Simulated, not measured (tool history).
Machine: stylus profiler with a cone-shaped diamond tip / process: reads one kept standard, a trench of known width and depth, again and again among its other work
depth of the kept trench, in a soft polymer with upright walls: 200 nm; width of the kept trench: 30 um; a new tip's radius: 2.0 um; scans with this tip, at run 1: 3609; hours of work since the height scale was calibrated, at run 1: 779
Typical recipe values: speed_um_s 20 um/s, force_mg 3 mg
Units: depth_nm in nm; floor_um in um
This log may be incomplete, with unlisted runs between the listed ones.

| run | hour | speed_um_s | force_mg | scans with this tip | hours of work since the height scale was calibrated | depth_nm | floor_um |
|---|---|---|---|---|---|---|---|
| 1 | 0 | 20 | 3 | 3609 | 779 | 204.72 | 28.01 |
| 2 | 60.2 | 20 | 3 | 3727 | 804 | 204.7 | 28.03 |
| 3 | 101.4 | 20 | 3 | 3807 | 821 | 204.74 | 28.07 |
| 4 | 155.9 | 20 | 3 | 3913 | 844 | 204.96 | 28.06 |
| 5 | 199.4 | 20 | 3 | 3997 | 862 | 204.68 | 28.01 |
| 6 | 255.9 | 20 | 3 | 4107 | 886 | 204.91 | 28.02 |
| 7 | 292.9 | 20 | 3 | 4179 | 901 | 204.89 | 28.01 |
| 8 | 321.1 | 20 | 3 | 4234 | 913 | 204.95 | 27.99 |
| 9 | 358 | 8 | 5.15 | 4306 | 929 | 206.51 | 28.06 |
| 10 | 388.4 | 76 | 1.88 | 4365 | 942 | 203.82 | 27.64 |
| 11 | 419.6 | 10 | 1.42 | 4426 | 955 | 203.39 | 28.02 |
| 12 | 454.2 | 10 | 1.42 | 4493 | 969 | 203.27 | 28.08 |
| 13 | 515 | 27 | 7.9 | 4612 | 995 | 208.41 | 28.04 |
| 14 | 543.9 | 27 | 7.9 | 4668 | 1007 | 208.49 | 27.96 |
| 15 | 573 | 8 | 4.17 | 4724 | 1019 | 205.81 | 28.04 |
| 16 | 619.4 | 15 | 6.73 | 4815 | 1038 | 207.71 | 28.06 |

Predict each of these 4 candidate next runs independently; none follows another, all start after run 16:
| A | 665.9 | 9 | 3.69 | 4905 | 1058 | ? | ? |
| B | 665.9 | 17 | 2.2 | 4905 | 1058 | ? | ? |
| C | 665.9 | 8 | 8.45 | 4905 | 1058 | ? | ? |
| D | 665.9 | 26 | 3 | 4905 | 1058 | ? | ? |

| run | depth_nm | floor_um |
|---|---|---|
| A | 205.67 | 28.05 |
| B | 204.41 | 28 |
| C | 208.79 | 28.09 |
| D | 205.06 | 27.98 |
Stripped of hidden state, with their random variation kept, the same runs would have yielded:
| run | depth_nm | floor_um |
|---|---|---|
| A | 204.52 | 28.22 |
| B | 203.27 | 28.17 |
| C | 207.62 | 28.27 |
| D | 203.91 | 28.16 |
